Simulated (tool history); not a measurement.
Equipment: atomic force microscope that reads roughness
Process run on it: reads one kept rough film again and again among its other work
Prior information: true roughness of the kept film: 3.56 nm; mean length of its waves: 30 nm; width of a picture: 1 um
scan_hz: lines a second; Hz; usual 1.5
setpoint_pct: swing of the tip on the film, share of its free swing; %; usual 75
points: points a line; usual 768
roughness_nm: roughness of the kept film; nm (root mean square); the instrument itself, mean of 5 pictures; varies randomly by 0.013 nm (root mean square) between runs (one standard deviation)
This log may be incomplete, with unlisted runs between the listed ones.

| run | hour | scan_hz | setpoint_pct | points | roughness_nm |
|---|---|---|---|---|---|
| 1 | 0 | 1.5 | 75 | 768 | 2.996 |
| 2 | 31.5 | 1.5 | 75 | 579 | 2.851 |
| 3 | 58.6 | 1.5 | 75 | 579 | 2.687 |
| 4 | 91.5 | 1.5 | 75 | 579 | 2.589 |
|  | 101.5 | new tip fitted |
| 5 | 118 | 1.5 | 75 | 579 | 2.934 |
| 6 | 168.3 | 1.5 | 75 | 574 | 2.68 |
|  | 211.8 | new tip fitted |
| 7 | 217.3 | 1.5 | 75 | 574 | 3.037 |
| 8 | 265.1 | 1.5 | 75 | 574 | 2.779 |
| 9 | 316.1 | 1.5 | 75 | 768 | 2.558 |
|  | 324.4 | new tip fitted |
| 10 | 368.2 | 1.5 | 75 | 360 | 2.783 |
| 11 | 404.7 | 1.5 | 75 | 360 | 2.602 |
|  | 434.6 | new tip fitted |
| 12 | 455.4 | 1.5 | 75 | 360 | 2.917 |
| 13 | 508.4 | 1.5 | 75 | 360 | 2.666 |
|  | 545 | new tip fitted |
| 14 | 552.4 | 1.5 | 75 | 360 | 3.012 |
| 15 | 596.7 | 1.5 | 75 | 360 | 2.787 |
| 16 | 627.3 | 3.15 | 76 | 869 | 2.495 |
|  | 653.7 | new tip fitted |
| 17 | 671.8 | 1.5 | 56 | 619 | 3.093 |
| 18 | 715.4 | 2.8 | 73 | 778 | 2.644 |
| 19 | 759.2 | 2.8 | 73 | 348 | 2.448 |

Run 20 comes next. What will it give?
|  | 764.5 | new tip fitted |
| 20 | 807.5 | 1.5 | 82 | 842 | ? |

{"run 20": {"roughness_nm": 2.736}}
Minus the tool's unlogged condition, the same run would have read roughness_nm 2.953 nm (root mean square).

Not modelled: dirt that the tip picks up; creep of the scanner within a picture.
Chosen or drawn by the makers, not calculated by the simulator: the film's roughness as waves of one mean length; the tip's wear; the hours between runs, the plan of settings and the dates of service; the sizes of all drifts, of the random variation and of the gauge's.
